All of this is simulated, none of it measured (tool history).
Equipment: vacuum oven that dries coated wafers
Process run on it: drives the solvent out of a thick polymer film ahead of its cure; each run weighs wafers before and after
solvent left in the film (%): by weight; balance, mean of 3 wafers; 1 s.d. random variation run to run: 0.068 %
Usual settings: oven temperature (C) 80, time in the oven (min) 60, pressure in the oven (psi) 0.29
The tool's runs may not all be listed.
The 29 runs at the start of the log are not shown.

| run | hour | oven temperature (C) | time in the oven (min) | pressure in the oven (psi) | solvent left in the film (%) |
|---|---|---|---|---|---|
| 30 | 776.4 | 68 | 30 | 0.231 | 12.08 |
| 31 | 812.3 | 68 | 30 | 0.231 | 12.08 |
| 32 | 836.4 | 68 | 95 | 1.07 | 8.51 |
| 33 | 855.8 | 80 | 60 | 0.222 | 4.88 |
| 34 | 880.5 | 90 | 108 | 0.29 | 0.91 |
| 35 | 915.5 | 72 | 84 | 0.244 | 5.34 |
| 36 | 949.4 | 72 | 73 | 0.244 | 6.22 |
| 37 | 969.3 | 82 | 98 | 0.155 | 1.97 |
| 38 | 991.8 | 82 | 98 | 0.155 | 1.93 |

Here are 5 independent what-if runs from the current tool condition. What would each one return?
| A | 1026.8 | 78 | 60 | 0.29 | ? |
| B | 1026.8 | 82 | 74 | 0.706 | ? |
| C | 1026.8 | 82 | 88 | 0.155 | ? |
| D | 1026.8 | 84 | 98 | 0.155 | ? |
| E | 1026.8 | 82 | 72 | 0.451 | ? |

| run | solvent left in the film (%) |
|---|---|
| A | 5.6 |
| B | 4.31 |
| C | 2.32 |
| D | 1.65 |
| E | 3.92 |
Had the tool no hidden state, the same runs would have come out as:
| run | solvent left in the film (%) |
|---|---|
| A | 5.05 |
| B | 3.8 |
| C | 1.9 |
| D | 1.3 |
| E | 3.42 |
